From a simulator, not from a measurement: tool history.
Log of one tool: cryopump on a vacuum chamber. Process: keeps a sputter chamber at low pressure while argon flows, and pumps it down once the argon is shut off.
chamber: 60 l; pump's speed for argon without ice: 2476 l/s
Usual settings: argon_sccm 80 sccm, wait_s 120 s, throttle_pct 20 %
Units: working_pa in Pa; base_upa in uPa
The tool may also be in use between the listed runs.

Run 1, hour 0: usual settings. Result: working_pa 0.2778 Pa, base_upa 2.21 uPa.
Run 2, hour 75.5: usual settings but argon_sccm 89 sccm. Result: working_pa 0.3093 Pa, base_upa 2.34 uPa.
Run 3, hour 169.7: usual settings. Result: working_pa 0.279 Pa, base_upa 2.34 uPa.
At hour 260.7: leaking fittings of the chamber tightened, without venting.
Run 4, hour 278.3: usual settings. Result: working_pa 0.2782 Pa, base_upa 0.62 uPa.
Run 5, hour 385.3: usual settings. Result: working_pa 0.283 Pa, base_upa 0.65 uPa.
Run 6, hour 448.4: usual settings but throttle_pct 46 %. Result: working_pa 0.1281 Pa, base_upa 0.74 uPa.
Run 7, hour 498.7: usual settings but throttle_pct 46 %. Result: working_pa 0.1302 Pa, base_upa 0.76 uPa.
At hour 554.7: pump warmed up, emptied and cooled again.
Run 8, hour 620.6: usual settings but throttle_pct 46 %. Result: working_pa 0.1209 Pa, base_upa 0.77 uPa.
Run 9, hour 708.6: usual settings but throttle_pct 46 %. Result: working_pa 0.123 Pa, base_upa 0.88 uPa.
Run 10, hour 759.9: usual settings but throttle_pct 50 %. Result: working_pa 0.1139 Pa, base_upa 0.86 uPa.
Run 11, hour 856.6: usual settings but throttle_pct 50 %. Result: working_pa 0.1148 Pa, base_upa 0.93 uPa.
Run 12, hour 909.8: usual settings but argon_sccm 41 sccm. Result: working_pa 0.1429 Pa, base_upa 0.91 uPa.
Run 13, hour 999.3: usual settings. Result: working_pa 0.2806 Pa, base_upa 1 uPa.
Run 14, hour 1095.1: usual settings. Result: working_pa 0.2796 Pa, base_upa 1.11 uPa.
Run 15, hour 1212.6: usual settings but argon_sccm 109 sccm. Result: working_pa 0.3852 Pa, base_upa 1.19 uPa.
Run 16, hour 1272.1: usual settings but argon_sccm 109 sccm. Result: working_pa 0.3855 Pa, base_upa 1.21 uPa.
Run 17, hour 1343: usual settings but argon_sccm 42 sccm. Result: working_pa 0.1488 Pa, base_upa 1.3 uPa.
At hour 1401.5: pump warmed up, emptied and cooled again.
Run 18, hour 1438.5: usual settings but argon_sccm 78 sccm, wait_s 175 s, throttle_pct 24 %. Result: working_pa 0.2249 Pa, base_upa 1.08 uPa.
Run 19, hour 1540.5: usual settings but argon_sccm 64 sccm, wait_s 72 s, throttle_pct 55 %. Result: working_pa 0.0831 Pa, base_upa 1.59 uPa.
Run 20, hour 1624.4: usual settings but argon_sccm 64 sccm, wait_s 72 s, throttle_pct 55 %. Result: working_pa 0.0837 Pa, base_upa 1.7 uPa.
Run 21, hour 1720.1: usual settings but argon_sccm 53 sccm, wait_s 28 s. Result: working_pa 0.1856 Pa, base_upa 2.92 uPa.
Run 22, hour 1776.8: usual settings but argon_sccm 53 sccm, wait_s 28 s. Result: working_pa 0.1853 Pa, base_upa 2.98 uPa.
Run 23, hour 1834.5: usual settings but argon_sccm 60 sccm, wait_s 278 s, throttle_pct 23 %. Result: working_pa 0.1851 Pa, base_upa 1.24 uPa.
Run 24, hour 1935: usual settings but argon_sccm 60 sccm, wait_s 22 s. Result: working_pa 0.2104 Pa, base_upa 3.73 uPa.
Run 25, hour 2050.3: usual settings but wait_s 46 s, throttle_pct 32 %. Result: working_pa 0.1781 Pa, base_upa 2.45 uPa.
Run 26, hour 2137.2: usual settings but wait_s 46 s, throttle_pct 32 %. Result: working_pa 0.1807 Pa, base_upa 2.59 uPa.
Run 27, hour 2202.4: usual settings but argon_sccm 39 sccm, wait_s 46 s. Result: working_pa 0.1374 Pa, base_upa 2.55 uPa.
At hour 2253.6: pump warmed up, emptied and cooled again.
Run 28, hour 2321.9: usual settings but argon_sccm 48 sccm, wait_s 134 s, throttle_pct 18 %. Result: working_pa 0.1884 Pa, base_upa 1.67 uPa.
Run 29, hour 2431.6: usual settings but argon_sccm 49 sccm, throttle_pct 45 %. Result: working_pa 0.0788 Pa, base_upa 1.86 uPa.

5 ways to go on from here, each from the tool as it stands after run 29. What would each give?
Run A, hour 2490.6: usual settings but argon_sccm 49 sccm, wait_s 228 s, throttle_pct 46 %. Result: working_pa ?, base_upa ?.
Run B, hour 2490.6: usual settings but argon_sccm 92 sccm, throttle_pct 49 %. Result: working_pa ?, base_upa ?.
Run C, hour 2490.6: usual settings but throttle_pct 43 %. Result: working_pa ?, base_upa ?.
Run D, hour 2490.6: usual settings but argon_sccm 64 sccm, wait_s 59 s, throttle_pct 48 %. Result: working_pa ?, base_upa ?.
Run E, hour 2490.6: usual settings but argon_sccm 159 sccm, throttle_pct 45 %. Result: working_pa ?, base_upa ?.

run  working_pa  base_upa
  A      0.0767      1.72
  B      0.1341      1.96
  C      0.1345      1.93
  D      0.0962      2.35
  E      0.2532      1.86
Without the tool's hidden state the same runs would have given:
run  working_pa  base_upa
  A      0.0728      0.36
  B      0.1269       0.6
  C      0.1282      0.58
  D      0.0912      1.03
  E      0.2407      0.56
